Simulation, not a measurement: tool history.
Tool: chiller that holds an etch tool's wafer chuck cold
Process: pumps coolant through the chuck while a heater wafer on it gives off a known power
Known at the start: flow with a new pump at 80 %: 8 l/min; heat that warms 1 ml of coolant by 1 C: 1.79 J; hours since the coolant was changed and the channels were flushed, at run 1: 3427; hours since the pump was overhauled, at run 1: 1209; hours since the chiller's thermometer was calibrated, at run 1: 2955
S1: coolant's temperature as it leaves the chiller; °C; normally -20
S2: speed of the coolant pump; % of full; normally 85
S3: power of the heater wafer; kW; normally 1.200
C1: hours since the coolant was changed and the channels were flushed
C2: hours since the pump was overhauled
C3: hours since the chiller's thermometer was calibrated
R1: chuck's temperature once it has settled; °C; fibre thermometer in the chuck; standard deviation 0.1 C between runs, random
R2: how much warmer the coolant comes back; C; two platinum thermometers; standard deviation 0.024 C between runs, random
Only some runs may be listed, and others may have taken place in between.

{"run": 1, "hour": 0.0, "S1": -20, "S2": 85, "S3": 1.2, "C1": 3427, "C2": 1209, "C3": 2955, "R1": -8.7, "R2": 4.84}
{"run": 2, "hour": 27.1, "S1": -20, "S2": 85, "S3": 1.2, "C1": 3454, "C2": 1236, "C3": 2982, "R1": -8.7, "R2": 4.79}
{"run": 3, "hour": 65.1, "S1": -18, "S2": 85, "S3": 1.2, "C1": 3492, "C2": 1274, "C3": 3020, "R1": -6.7, "R2": 4.84}
{"run": 4, "hour": 97.1, "S1": -18, "S2": 85, "S3": 1.2, "C1": 3524, "C2": 1306, "C3": 3052, "R1": -6.5, "R2": 4.8}
{"run": 5, "hour": 138.5, "S1": -20, "S2": 73, "S3": 1.2, "C1": 3566, "C2": 1348, "C3": 3093, "R1": -7.3, "R2": 5.74}
{"run": 6, "hour": 171.4, "S1": -14, "S2": 85, "S3": 1.2, "C1": 3599, "C2": 1381, "C3": 3126, "R1": -2.7, "R2": 4.79}
{"run": 7, "hour": 215.6, "S1": -23, "S2": 85, "S3": 1.2, "C1": 3643, "C2": 1425, "C3": 3170, "R1": -11.5, "R2": 4.8}
{"run": 8, "hour": 249.6, "S1": -23, "S2": 85, "S3": 1.2, "C1": 3677, "C2": 1459, "C3": 3204, "R1": -11.6, "R2": 4.81}
{"run": 9, "hour": 271.1, "S1": -23, "S2": 85, "S3": 1.2, "C1": 3698, "C2": 1480, "C3": 3226, "R1": -11.7, "R2": 4.85}
{"run": 10, "hour": 291.1, "S1": -13, "S2": 85, "S3": 1.2, "C1": 3718, "C2": 1500, "C3": 3246, "R1": -1.5, "R2": 4.81}
{"run": 11, "hour": 333.6, "S1": -20, "S2": 62, "S3": 1.2, "C1": 3761, "C2": 1543, "C3": 3288, "R1": -5.4, "R2": 6.92}
{"run": 12, "hour": 376.8, "S1": -20, "S2": 79, "S3": 1.2, "C1": 3804, "C2": 1586, "C3": 3331, "R1": -7.7, "R2": 5.3}
{"run": 13, "hour": 420.3, "S1": -21, "S2": 85, "S3": 1.2, "C1": 3847, "C2": 1630, "C3": 3375, "R1": -9.3, "R2": 4.82}
{"run": 14, "hour": 458.5, "S1": -20, "S2": 85, "S3": 1.2, "C1": 3886, "C2": 1668, "C3": 3413, "R1": -8.4, "R2": 4.8}
{"run": 15, "hour": 481.6, "S1": -20, "S2": 85, "S3": 1.2, "C1": 3909, "C2": 1691, "C3": 3436, "R1": -8.4, "R2": 4.85}
{"run": 16, "hour": 525.1, "S1": -20, "S2": 85, "S3": 1.2, "C1": 3952, "C2": 1734, "C3": 3480, "R1": -8.5, "R2": 4.85}
{"run": 17, "hour": 566.0, "S1": -25, "S2": 85, "S3": 1.2, "C1": 3993, "C2": 1775, "C3": 3521, "R1": -13.4, "R2": 4.84}
{"run": 18, "hour": 594.8, "S1": -18, "S2": 87, "S3": 1.2, "C1": 4022, "C2": 1804, "C3": 3549, "R1": -6.5, "R2": 4.66}
{"run": 19, "hour": 615.7, "S1": -19, "S2": 85, "S3": 1.2, "C1": 4043, "C2": 1825, "C3": 3570, "R1": -7.2, "R2": 4.84}
{"run": 20, "hour": 639.9, "S1": -19, "S2": 85, "S3": 1.2, "C1": 4067, "C2": 1849, "C3": 3595, "R1": -7.2, "R2": 4.85}
{"run": 21, "hour": 672.1, "S1": -18, "S2": 68, "S3": 0.923, "C1": 4099, "C2": 1881, "C3": 3627, "R1": -7.3, "R2": 4.77}
{"run": 22, "hour": 697.3, "S1": -20, "S2": 90, "S3": 1.68, "C1": 4124, "C2": 1907, "C3": 3652, "R1": -4.3, "R2": 6.36}
{"run": 23, "hour": 738.5, "S1": -20, "S2": 90, "S3": 1.68, "C1": 4166, "C2": 1948, "C3": 3693, "R1": -4.2, "R2": 6.37}
{"hour": 757.0, "done": "coolant changed, channels flushed"}
{"run": 24, "hour": 779.6, "S1": -20, "S2": 99, "S3": 1.772, "C1": 23, "C2": 1983, "C3": 3728, "R1": -6.5, "R2": 6.02}
{"run": 25, "hour": 825.1, "S1": -26, "S2": 69, "S3": 1.2, "C1": 68, "C2": 2028, "C3": 3774, "R1": -13.9, "R2": 6.12}
{"run": 26, "hour": 863.0, "S1": -11, "S2": 82, "S3": 1.408, "C1": 106, "C2": 2066, "C3": 3812, "R1": 1.4, "R2": 5.98}
{"run": 27, "hour": 888.9, "S1": -12, "S2": 70, "S3": 1.2, "C1": 132, "C2": 2092, "C3": 3837, "R1": 0.0, "R2": 6.08}
{"run": 28, "hour": 915.8, "S1": -20, "S2": 85, "S3": 1.2, "C1": 159, "C2": 2119, "C3": 3864, "R1": -9.8, "R2": 4.86}
{"run": 29, "hour": 936.6, "S1": -11, "S2": 70, "S3": 1.2, "C1": 180, "C2": 2140, "C3": 3885, "R1": 0.8, "R2": 6.07}
{"run": 30, "hour": 973.8, "S1": -11, "S2": 70, "S3": 1.2, "C1": 217, "C2": 2177, "C3": 3922, "R1": 0.9, "R2": 6.07}
{"run": 31, "hour": 1001.8, "S1": -23, "S2": 71, "S3": 1.777, "C1": 245, "C2": 2205, "C3": 3950, "R1": -5.5, "R2": 8.9}

Below are 4 alternative next runs, each starting from the tool's condition after run 31. Predict each:
{"run": "A", "hour": 1047.4, "S1": -14, "S2": 86, "S3": 1.777, "C1": 290, "C2": 2251, "C3": 3996, "R1": "?", "R2": "?"}
{"run": "B", "hour": 1047.4, "S1": -13, "S2": 71, "S3": 1.777, "C1": 290, "C2": 2251, "C3": 3996, "R1": "?", "R2": "?"}
{"run": "C", "hour": 1047.4, "S1": -20, "S2": 71, "S3": 0.611, "C1": 290, "C2": 2251, "C3": 3996, "R1": "?", "R2": "?"}
{"run": "D", "hour": 1047.4, "S1": -27, "S2": 73, "S3": 0.639, "C1": 290, "C2": 2251, "C3": 3996, "R1": "?", "R2": "?"}

run=A R1=1.1 R2=7.11
run=B R1=4.4 R2=8.89
run=C R1=-13.8 R2=3.03
run=D R1=-20.7 R2=3.10
Had the tool no hidden state, the same runs would have come out as:
run=A R1=0.5 R2=6.86
run=B R1=3.7 R2=8.57
run=C R1=-14.2 R2=2.92
run=D R1=-21.1 R2=2.99
